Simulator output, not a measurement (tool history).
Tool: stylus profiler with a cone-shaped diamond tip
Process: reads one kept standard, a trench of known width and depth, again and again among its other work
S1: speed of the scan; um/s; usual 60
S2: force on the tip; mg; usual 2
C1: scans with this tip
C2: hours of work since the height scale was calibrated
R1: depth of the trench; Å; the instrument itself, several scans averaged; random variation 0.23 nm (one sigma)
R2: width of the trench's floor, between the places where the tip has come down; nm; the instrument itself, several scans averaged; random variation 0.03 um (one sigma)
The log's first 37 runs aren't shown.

run	hour	S1	S2	C1	C2	R1	R2
38	923.3	17	1.57	5725	1307	10051.9	14760
39	950.2	160	2	5807	1326	10074.5	13860
40	972.5	55	2.64	5875	1342	10090.9	14570
41	1004.3	23	2.64	5972	1364	10095.8	14770
42	1035.4	70	1.21	6067	1386	10039.3	14240
43	1057.7	53	3.56	6135	1401	10119.4	14540
44	1082.8	62	2.53	6212	1419	10085.3	14520
45	1113.4	46	5.14	6305	1440	10171.6	14630

3 ways to go on from here, each from the tool as it stands after run 45. What would each give?
A	1127.5	17	2	6348	1450	?	?
B	1127.5	121	5.14	6348	1450	?	?
C	1127.5	211	2	6348	1450	?	?

run	R1	R2
A	10064.6	14710
B	10167	14330
C	10066.1	13510
Without the tool's hidden state the same runs would have given:
run	R1	R2
A	10111.2	15930
B	10214	15540
C	10112.6	14730
